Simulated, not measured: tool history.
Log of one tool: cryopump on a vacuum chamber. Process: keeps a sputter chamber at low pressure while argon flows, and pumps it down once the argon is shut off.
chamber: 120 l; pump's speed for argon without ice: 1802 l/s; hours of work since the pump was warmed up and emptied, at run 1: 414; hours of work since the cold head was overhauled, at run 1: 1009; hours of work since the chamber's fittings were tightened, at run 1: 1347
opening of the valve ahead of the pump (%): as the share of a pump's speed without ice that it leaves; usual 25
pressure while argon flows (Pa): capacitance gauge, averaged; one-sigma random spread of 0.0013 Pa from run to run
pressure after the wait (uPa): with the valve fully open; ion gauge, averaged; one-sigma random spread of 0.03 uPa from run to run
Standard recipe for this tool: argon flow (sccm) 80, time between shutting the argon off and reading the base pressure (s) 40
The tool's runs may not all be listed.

run     day  argon flow (sccm)  time between shutting the argon off and reading the base pressure (s)  opening of the valve ahead of the pump (%)  hours of work since the pump was warmed up and emptied  hours of work since the cold head was overhauled  hours of work since the chamber's fittings were tightened  pressure while argon flows (Pa)  pressure after the wait (uPa)
  1   0.000                 80                                                                     40                                          25                                                     414                                              1009                                                       1347                           0.3121                           1.80
  2   0.796                 80                                                                     40                                          25                                                     426                                              1021                                                       1359                           0.3108                           1.83
  3   1.842                 80                                                                     40                                          25                                                     442                                              1037                                                       1375                           0.3118                           1.82
  4   2.662                 80                                                                     64                                          25                                                     455                                              1050                                                       1388                           0.3144                           1.28
  5   3.821                 80                                                                     40                                          20                                                     473                                              1068                                                       1406                           0.3880                           1.84
  6   4.671                 41                                                                     40                                          25                                                     486                                              1081                                                       1419                           0.1611                           1.81
  7   5.433                 41                                                                     40                                          25                                                     497                                              1092                                                       1430                           0.1607                           1.80
  8   6.662                 41                                                                     40                                          25                                                     516                                              1111                                                       1449                           0.1603                           1.86
  9   8.229                 41                                                                     40                                          29                                                     540                                              1135                                                       1473                           0.1390                           1.82
 10   9.567                123                                                                    118                                          29                                                     561                                              1156                                                       1494                           0.4248                           0.96
     10.688  -- pump warmed up, emptied and cooled again
 11  11.388                 52                                                                    150                                          25                                                      11                                              1180                                                       1518                           0.1951                           0.77
 12  12.712                 52                                                                     91                                          18                                                      31                                              1201                                                       1539                           0.2725                           0.96
 13  13.888                 52                                                                     91                                          18                                                      49                                              1219                                                       1557                           0.2728                           1.03
 14  15.238                 52                                                                     91                                          18                                                      70                                              1239                                                       1577                           0.2718                           1.04

5 ways to go on from here, each from the tool as it stands after run 14. What would each give?
  A  16.588                 69                                                                     48                                          30                                                      90                                              1260                                                       1598                                ?                              ?
  B  16.588                 34                                                                     20                                          15                                                      90                                              1260                                                       1598                                ?                              ?
  C  16.588                 80                                                                     40                                          27                                                      90                                              1260                                                       1598                                ?                              ?
  D  16.588                 61                                                                     56                                          20                                                      90                                              1260                                                       1598                                ?                              ?
  E  16.588                152                                                                     61                                          45                                                      90                                              1260                                                       1598                                ?                              ?

run  pressure while argon flows (Pa)  pressure after the wait (uPa)
  A                           0.2182                           1.50
  B                           0.2147                           3.15
  C                           0.2792                           1.85
  D                           0.2906                           1.40
  E                           0.3250                           1.37
Without the tool's unlogged condition, the same runs would have read:
run  pressure while argon flows (Pa)  pressure after the wait (uPa)
  A                           0.2156                           1.25
  B                           0.2134                           2.89
  C                           0.2762                           1.58
  D                           0.2883                           1.14
  E                           0.3192                           1.10

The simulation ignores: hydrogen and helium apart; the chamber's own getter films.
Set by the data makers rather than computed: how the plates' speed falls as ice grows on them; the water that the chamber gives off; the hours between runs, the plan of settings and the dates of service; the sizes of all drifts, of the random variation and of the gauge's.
